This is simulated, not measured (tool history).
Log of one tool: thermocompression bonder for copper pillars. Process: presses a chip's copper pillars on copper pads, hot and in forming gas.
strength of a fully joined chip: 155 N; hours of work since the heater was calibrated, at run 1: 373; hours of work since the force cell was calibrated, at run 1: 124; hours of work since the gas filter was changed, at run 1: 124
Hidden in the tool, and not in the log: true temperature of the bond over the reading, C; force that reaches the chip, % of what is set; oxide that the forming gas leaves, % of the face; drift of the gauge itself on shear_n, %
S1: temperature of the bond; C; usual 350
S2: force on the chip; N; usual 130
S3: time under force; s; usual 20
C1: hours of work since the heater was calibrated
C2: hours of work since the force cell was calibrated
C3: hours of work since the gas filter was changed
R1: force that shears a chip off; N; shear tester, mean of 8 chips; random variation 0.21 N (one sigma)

run	hour	S1	S2	S3	C1	C2	C3	R1
1	0.0	350	130	20	373	124	124	65.6
2	14.7	337	130	20	380	131	131	56.7
# hour 23.2: forming gas filter changed
3	29.4	337	130	20	387	138	3	58.6
4	45.7	350	130	54	395	146	11	94.7
5	55.3	350	130	54	399	150	15	94.5
6	63.2	350	130	54	403	154	19	94.5
7	71.7	350	146	20	407	158	23	71.9
# hour 74.7: force cell calibrated
8	89.0	350	146	20	414	7	30	71.2
9	105.6	350	130	20	422	15	38	67.6
10	116.3	367	92	42	427	20	43	87.9
# hour 123.3: force cell calibrated, once more
11	125.9	367	92	42	431	1	47	88.2
12	137.8	343	130	48	437	7	52	85.5
13	148.6	345	130	36	442	12	58	78.9
14	160.6	339	149	20	447	18	63	63.4
15	176.6	350	156	58	455	25	71	102.3
16	191.3	350	156	58	462	32	78	101.6
17	204.2	365	145	20	468	38	84	81.9

Forecast each of these 3 alternatives for the next run:
A	221.5	373	105	12	476	46	92	?
B	221.5	373	80	41	476	46	92	?
C	221.5	350	130	10	476	46	92	?

run	R1
A	63.5
B	86.0
C	51.1
Without the tool's hidden state the same runs would have given:
run	R1
A	62.9
B	85.6
C	50.3

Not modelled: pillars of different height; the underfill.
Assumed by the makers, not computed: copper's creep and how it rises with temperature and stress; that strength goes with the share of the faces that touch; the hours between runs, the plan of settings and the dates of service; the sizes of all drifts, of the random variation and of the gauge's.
